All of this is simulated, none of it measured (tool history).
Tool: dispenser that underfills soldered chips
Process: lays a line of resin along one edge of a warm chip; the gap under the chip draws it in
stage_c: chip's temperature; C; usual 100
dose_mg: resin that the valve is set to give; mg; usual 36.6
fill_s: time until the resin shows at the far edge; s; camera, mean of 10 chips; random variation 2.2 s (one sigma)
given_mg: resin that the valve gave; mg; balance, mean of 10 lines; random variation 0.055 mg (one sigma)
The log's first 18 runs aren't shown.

| run | hour | stage_c | dose_mg | hours of work since the syringe was changed | hours of work since the valve was cleaned | hours of work since the stage was calibrated | fill_s | given_mg |
|---|---|---|---|---|---|---|---|---|
| 19 | 125.9 | 102 | 36.6 | 8 | 62 | 199 | 300.5 | 35.61 |
|  | 128.4 | new syringe of resin |
|  | 130.0 | dispensing valve cleaned and set on the balance |
| 20 | 135.5 | 91 | 44.0 | 5 | 4 | 205 | 351.8 | 43.82 |
|  | 142.3 | new syringe of resin |
| 21 | 143.5 | 91 | 44.0 | 1 | 10 | 211 | 282.6 | 43.77 |
| 22 | 153.2 | 95 | 36.6 | 8 | 17 | 218 | 367.6 | 36.24 |
|  | 155.2 | new syringe of resin |
| 23 | 162.4 | 87 | 44.2 | 5 | 24 | 225 | 402.8 | 43.61 |
|  | 168.2 | new syringe of resin |
| 24 | 169.1 | 100 | 38.1 | 1 | 29 | 230 | 217.6 | 37.56 |
| 25 | 174.2 | 114 | 35.5 | 5 | 33 | 233 | 175.0 | 34.99 |
|  | 181.0 | new syringe of resin |
| 26 | 183.2 | 104 | 41.3 | 2 | 39 | 240 | 195.2 | 40.53 |
| 27 | 192.8 | 99 | 44.4 | 9 | 46 | 247 | 325.3 | 43.36 |
|  | 193.7 | new syringe of resin |
| 28 | 201.4 | 114 | 31.9 | 6 | 53 | 253 | 200.7 | 31.12 |
|  | 206.4 | new syringe of resin |
| 29 | 211.8 | 114 | 31.9 | 4 | 60 | 261 | 179.6 | 31.02 |
|  | 218.1 | dispensing valve cleaned and set on the balance |
| 30 | 219.2 | 101 | 36.2 | 9 | 1 | 266 | 320.1 | 36.12 |
|  | 220.1 | new syringe of resin |
| 31 | 228.0 | 113 | 46.8 | 6 | 7 | 272 | 180.3 | 46.73 |
|  | 233.0 | new syringe of resin |
| 32 | 237.5 | 113 | 46.8 | 3 | 14 | 279 | 160.7 | 46.45 |
|  | 246.0 | new syringe of resin |
| 33 | 247.3 | 85 | 44.3 | 1 | 21 | 286 | 339.9 | 43.96 |
| 34 | 252.1 | 89 | 38.4 | 5 | 25 | 290 | 376.4 | 38.02 |

4 ways to go on from here, each from the tool as it stands after run 34. What would each give?
|  | 258.9 | new syringe of resin |
| A | 259.1 | 109 | 43.4 | 0 | 30 | 295 | ? | ? |
|  | 258.9 | new syringe of resin |
| B | 259.1 | 111 | 31.9 | 0 | 30 | 295 | ? | ? |
|  | 258.9 | new syringe of resin |
| C | 259.1 | 111 | 36.6 | 0 | 30 | 295 | ? | ? |
|  | 258.9 | new syringe of resin |
| D | 259.1 | 106 | 32.7 | 0 | 30 | 295 | ? | ? |

| run | fill_s | given_mg |
|---|---|---|
| A | 155.8 | 42.83 |
| B | 160.0 | 31.49 |
| C | 153.1 | 36.11 |
| D | 185.0 | 32.33 |
Without the tool's hidden state the same runs would have given:
| run | fill_s | given_mg |
|---|---|---|
| A | 162.1 | 43.41 |
| B | 165.7 | 31.91 |
| C | 158.9 | 36.60 |
| D | 191.9 | 32.76 |

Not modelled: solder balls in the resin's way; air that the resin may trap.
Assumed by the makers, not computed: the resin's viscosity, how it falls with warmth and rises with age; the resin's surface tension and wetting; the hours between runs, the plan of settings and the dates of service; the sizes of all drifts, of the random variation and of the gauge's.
